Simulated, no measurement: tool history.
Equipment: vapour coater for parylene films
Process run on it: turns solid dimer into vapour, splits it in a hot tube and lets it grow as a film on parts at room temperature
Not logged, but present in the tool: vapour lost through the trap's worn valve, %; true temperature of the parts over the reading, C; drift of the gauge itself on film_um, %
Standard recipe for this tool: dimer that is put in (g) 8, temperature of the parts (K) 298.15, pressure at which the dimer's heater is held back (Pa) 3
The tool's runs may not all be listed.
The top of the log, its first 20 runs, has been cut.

run,day,dimer that is put in (g),temperature of the parts (K),pressure at which the dimer's heater is held back (Pa),hours of work since the trap's valve was overhauled,hours of work since the table's thermometer was calibrated,thickness of the film (um)
21,29.579,10,298.15,2.22,535,1236,8.7
# day 30.375: table's thermometer calibrated
22,31.333,9,299.15,7.99,568,18,5.96
23,33.1,10,294.15,2.2,601,52,9.46
24,34.458,8,304.15,8.68,627,78,4.67
# day 35.683: trap's valve overhauled
25,36.117,12,298.15,5.01,8,106,8.94
26,37.7,8,298.15,2.21,39,137,6.88
27,39.471,8,298.15,2.21,72,171,6.92
28,40.888,8,309.15,2.03,99,198,5.42
29,42.696,13,309.15,5.15,134,232,7.37
30,43.825,13,309.15,5.15,156,254,7.36

4 ways to go on from here, each from the tool as it stands after run 30. What would each give?
A,45.204,8,298.15,4.59,182,280,?
B,45.204,4,298.15,10.94,182,280,?
C,45.204,5,310.15,3,182,280,?
D,45.204,6,309.15,2.78,182,280,?

run,thickness of the film (um)
A,5.99
B,2.56
C,3.06
D,3.79
Without the tool's unlogged condition, the same runs would have read:
run,thickness of the film (um)
A,5.99
B,2.57
C,3.06
D,3.8

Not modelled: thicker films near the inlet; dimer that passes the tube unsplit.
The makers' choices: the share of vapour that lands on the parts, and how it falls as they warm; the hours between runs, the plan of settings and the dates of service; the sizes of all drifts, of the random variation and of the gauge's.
